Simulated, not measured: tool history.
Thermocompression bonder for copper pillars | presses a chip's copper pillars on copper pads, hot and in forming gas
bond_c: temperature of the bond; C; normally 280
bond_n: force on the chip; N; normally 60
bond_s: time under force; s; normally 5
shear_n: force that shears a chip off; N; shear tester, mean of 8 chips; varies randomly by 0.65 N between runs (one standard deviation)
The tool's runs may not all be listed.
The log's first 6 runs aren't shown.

run,hour,bond_c,bond_n,bond_s,hours of work since the heater was calibrated,hours of work since the force cell was calibrated,hours of work since the gas filter was changed,shear_n
7,59.7,280,60,5,226,482,275,35.9
8,70.4,280,60,5,231,487,280,36.4
9,78.7,280,60,5,235,491,284,35.7
10,87.1,280,60,5,239,495,288,36.9
11,94.3,280,78,5,242,498,291,44.5
12,103.1,280,60,5,246,502,295,37.1
13,116.6,280,60,5,252,509,301,35.7
14,125.4,280,60,5,256,513,305,36.6
15,133,280,39,5,260,516,309,24.2
16,144.8,280,39,5,265,522,314,25.2
17,156.7,260,60,5,271,527,320,26
18,164.5,284,60,8,274,531,323,45.1

What does the tool deliver on the next run?
19,173.7,274,73,4,279,535,327,?

{"run 19": {"shear_n": 35.3}}
Without the tool's hidden state the same run would have given shear_n 41.4 N.
